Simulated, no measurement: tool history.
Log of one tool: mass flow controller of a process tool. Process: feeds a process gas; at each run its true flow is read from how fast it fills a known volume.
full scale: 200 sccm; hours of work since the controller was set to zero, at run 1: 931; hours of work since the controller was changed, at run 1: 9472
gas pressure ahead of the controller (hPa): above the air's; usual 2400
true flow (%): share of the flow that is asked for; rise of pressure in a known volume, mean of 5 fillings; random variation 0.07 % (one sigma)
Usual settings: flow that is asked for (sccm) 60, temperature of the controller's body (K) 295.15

| run | hour | flow that is asked for (sccm) | gas pressure ahead of the controller (hPa) | temperature of the controller's body (K) | hours of work since the controller was set to zero | hours of work since the controller was changed | true flow (%) |
|---|---|---|---|---|---|---|---|
| 1 | 0 | 60 | 2400 | 295.15 | 931 | 9472 | 97.47 |
| 2 | 513.9 | 60 | 1680 | 295.15 | 1295 | 9835 | 97.31 |
| 3 | 987.1 | 60 | 1680 | 295.15 | 1629 | 10169 | 97.41 |
| 4 | 1237.8 | 60 | 1680 | 295.15 | 1806 | 10347 | 97.47 |
| 5 | 1638.5 | 60 | 1680 | 295.15 | 2089 | 10630 | 97.49 |
| 6 | 2158.9 | 60 | 1700 | 295.15 | 2457 | 10998 | 97.62 |
| 7 | 2546.1 | 60 | 2400 | 295.15 | 2731 | 11271 | 97.78 |
| 8 | 2972.2 | 60 | 2400 | 295.15 | 3032 | 11573 | 97.85 |
| 9 | 3203.4 | 60 | 2680 | 295.15 | 3196 | 11736 | 97.91 |
| 10 | 3625.6 | 60 | 2680 | 295.15 | 3494 | 12035 | 97.93 |
| 11 | 4003.3 | 60 | 2680 | 295.15 | 3761 | 12301 | 97.98 |
| 12 | 4269.9 | 60 | 2680 | 295.15 | 3950 | 12490 | 98.12 |
| 13 | 4763.6 | 60 | 1540 | 295.15 | 4299 | 12839 | 97.82 |
| 14 | 5035.7 | 60 | 1540 | 295.15 | 4491 | 13031 | 97.84 |
| 15 | 5304.3 | 60 | 1540 | 295.15 | 4681 | 13221 | 97.96 |
| 16 | 5642.7 | 60 | 1540 | 295.15 | 4920 | 13460 | 97.91 |
| 17 | 6014.6 | 60 | 2400 | 306.15 | 5183 | 13723 | 97.04 |
| 18 | 6472.1 | 60 | 2400 | 306.15 | 5506 | 14047 | 97.27 |
| 19 | 6933 | 60 | 2400 | 306.15 | 5832 | 14372 | 97.17 |
|  | 7054.2 | controller exchanged for a calibrated one |
| 20 | 7357.4 | 60 | 2400 | 312.15 | 214 | 214 | 97 |
| 21 | 7743.9 | 60 | 2400 | 312.15 | 487 | 487 | 97.11 |
| 22 | 8065.3 | 60 | 2400 | 312.15 | 715 | 715 | 97.25 |
| 23 | 8590.7 | 28 | 1720 | 312.15 | 1086 | 1086 | 97.35 |
| 24 | 8896.4 | 73 | 1780 | 312.15 | 1302 | 1302 | 97.18 |
| 25 | 9358.6 | 73 | 1780 | 312.15 | 1629 | 1629 | 97.25 |
| 26 | 9697.5 | 60 | 2400 | 312.15 | 1868 | 1868 | 97.21 |
| 27 | 9956.6 | 60 | 2400 | 312.15 | 2052 | 2052 | 97.38 |
| 28 | 10402.4 | 60 | 2400 | 312.15 | 2367 | 2367 | 97.3 |
| 29 | 10648.8 | 23 | 1510 | 306.15 | 2541 | 2541 | 98.6 |
| 30 | 11016.1 | 23 | 1510 | 306.15 | 2801 | 2801 | 98.84 |
| 31 | 11310.5 | 26 | 2400 | 304.15 | 3009 | 3009 | 99.05 |
| 32 | 11601.3 | 26 | 2400 | 304.15 | 3214 | 3214 | 99.19 |
| 33 | 11938.7 | 26 | 2400 | 304.15 | 3453 | 3453 | 99.36 |
| 34 | 12344.7 | 66 | 2400 | 304.15 | 3740 | 3740 | 98.43 |
| 35 | 12599.9 | 60 | 1990 | 295.15 | 3920 | 3920 | 99.19 |
| 36 | 12921.4 | 60 | 1990 | 295.15 | 4147 | 4147 | 99.09 |
| 37 | 13318.3 | 110 | 1950 | 295.15 | 4428 | 4428 | 99.09 |
| 38 | 13786.7 | 33 | 1570 | 295.15 | 4759 | 4759 | 100.27 |
| 39 | 14176.2 | 111 | 2090 | 303.15 | 5034 | 5034 | 98.47 |
| 40 | 14437.7 | 111 | 2090 | 303.15 | 5219 | 5219 | 98.5 |
| 41 | 14754.7 | 111 | 2090 | 303.15 | 5443 | 5443 | 98.59 |
| 42 | 15088.4 | 23 | 1460 | 303.15 | 5679 | 5679 | 101 |
| 43 | 15501.4 | 23 | 1460 | 303.15 | 5971 | 5971 | 101.23 |
| 44 | 15775.3 | 26 | 2590 | 295.15 | 6165 | 6165 | 101.77 |

How the hidden state differs across the entries between the runs, from the last listed run before each to the first after it:
Between runs 19 and 20: controller exchanged for a calibrated one (hour 7054.2)
  flow at rest that the sensor doesn't see, % of full scale: 0.547 -> 0.045; true flow over the shown one, %: -2.14 -> -0.02
  measured less the result without the state, true flow (%): -0.31 -> +0.13
